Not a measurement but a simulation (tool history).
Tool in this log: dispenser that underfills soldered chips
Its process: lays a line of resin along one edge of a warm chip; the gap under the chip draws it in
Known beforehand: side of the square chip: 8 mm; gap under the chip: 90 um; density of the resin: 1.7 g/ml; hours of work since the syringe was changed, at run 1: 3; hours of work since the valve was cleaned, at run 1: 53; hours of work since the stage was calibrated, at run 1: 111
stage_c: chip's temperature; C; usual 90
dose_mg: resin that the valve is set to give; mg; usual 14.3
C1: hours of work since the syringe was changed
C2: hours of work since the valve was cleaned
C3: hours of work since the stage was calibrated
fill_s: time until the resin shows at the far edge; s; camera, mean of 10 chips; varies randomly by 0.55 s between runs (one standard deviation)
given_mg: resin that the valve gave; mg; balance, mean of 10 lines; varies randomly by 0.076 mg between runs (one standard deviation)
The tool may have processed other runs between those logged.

Run 1, day 0.000: usual settings; C1 3; C2 53; C3 111. Result: fill_s 52.6 s, given_mg 13.85 mg.
Run 2, day 0.125: usual settings; C1 5; C2 55; C3 113. Result: fill_s 58.4 s, given_mg 13.75 mg.
At day 0.275: new syringe of resin.
Run 3, day 0.367: usual settings; C1 1; C2 59; C3 116. Result: fill_s 50.0 s, given_mg 13.66 mg.
Run 4, day 0.462: usual settings; C1 3; C2 61; C3 118. Result: fill_s 54.2 s, given_mg 13.80 mg.
Run 5, day 0.638: usual settings but stage_c 80 C; C1 6; C2 63; C3 121. Result: fill_s 97.5 s, given_mg 13.81 mg.
At day 0.692: new syringe of resin.
At day 0.733: dispensing valve cleaned and set on the balance.
Run 6, day 0.821: usual settings; C1 1; C2 1; C3 123. Result: fill_s 49.6 s, given_mg 14.37 mg.
Run 7, day 1.029: usual settings; C1 5; C2 5; C3 126. Result: fill_s 58.6 s, given_mg 14.30 mg.
At day 1.154: new syringe of resin.
Run 8, day 1.175: usual settings; C1 0; C2 7; C3 128. Result: fill_s 47.0 s, given_mg 14.25 mg.
Run 9, day 1.354: usual settings; C1 3; C2 10; C3 131. Result: fill_s 54.3 s, given_mg 14.35 mg.
Run 10, day 1.525: usual settings but dose_mg 17.9 mg; C1 6; C2 13; C3 134. Result: fill_s 59.5 s, given_mg 17.79 mg.
At day 1.575: new syringe of resin.
Run 11, day 1.646: usual settings but dose_mg 17.9 mg; C1 1; C2 15; C3 136. Result: fill_s 47.6 s, given_mg 17.76 mg.
Run 12, day 1.850: usual settings but dose_mg 14.1 mg; C1 4; C2 18; C3 139. Result: fill_s 56.4 s, given_mg 13.97 mg.
Run 13, day 1.975: usual settings but stage_c 80 C; C1 7; C2 20; C3 141. Result: fill_s 98.7 s, given_mg 14.07 mg.
At day 2.000: new syringe of resin.
Run 14, day 2.092: usual settings but stage_c 80 C; C1 1; C2 22; C3 143. Result: fill_s 79.7 s, given_mg 14.11 mg.
Run 15, day 2.262: usual settings but stage_c 80 C; C1 4; C2 24; C3 146. Result: fill_s 90.1 s, given_mg 14.01 mg.
At day 2.417: new syringe of resin.
Run 16, day 2.454: usual settings but stage_c 80 C; C1 1; C2 27; C3 149. Result: fill_s 75.7 s, given_mg 14.11 mg.
Run 17, day 2.579: usual settings but stage_c 84 C; C1 3; C2 29; C3 151. Result: fill_s 69.2 s, given_mg 14.02 mg.
Run 18, day 2.721: usual settings but stage_c 84 C; C1 5; C2 32; C3 153. Result: fill_s 76.0 s, given_mg 14.00 mg.
At day 2.842: new syringe of resin.
Run 19, day 2.858: usual settings but stage_c 84 C; C1 0; C2 34; C3 155. Result: fill_s 62.5 s, given_mg 14.01 mg.
Run 20, day 3.029: usual settings but stage_c 84 C; C1 3; C2 36; C3 158. Result: fill_s 70.8 s, given_mg 13.91 mg.
Run 21, day 3.229: usual settings but stage_c 84 C; C1 6; C2 40; C3 161. Result: fill_s 81.7 s, given_mg 13.93 mg.
At day 3.254: new syringe of resin.
Run 22, day 3.425: usual settings but dose_mg 13.7 mg; C1 3; C2 43; C3 164. Result: fill_s 54.5 s, given_mg 13.32 mg.
Run 23, day 3.629: usual settings but dose_mg 15.0 mg; C1 6; C2 46; C3 168. Result: fill_s 62.9 s, given_mg 14.55 mg.

Expected results for the next run?
At day 3.671: new syringe of resin.
Run 24, day 3.850: usual settings but dose_mg 15.0 mg; C1 3; C2 49; C3 171. Result: fill_s ?, given_mg ?.

fill_s: 54.6 s
given_mg: 14.50 mg
The same run, on a tool lacking any hidden state, would have yielded fill_s 45.8 s, given_mg 15.00 mg.
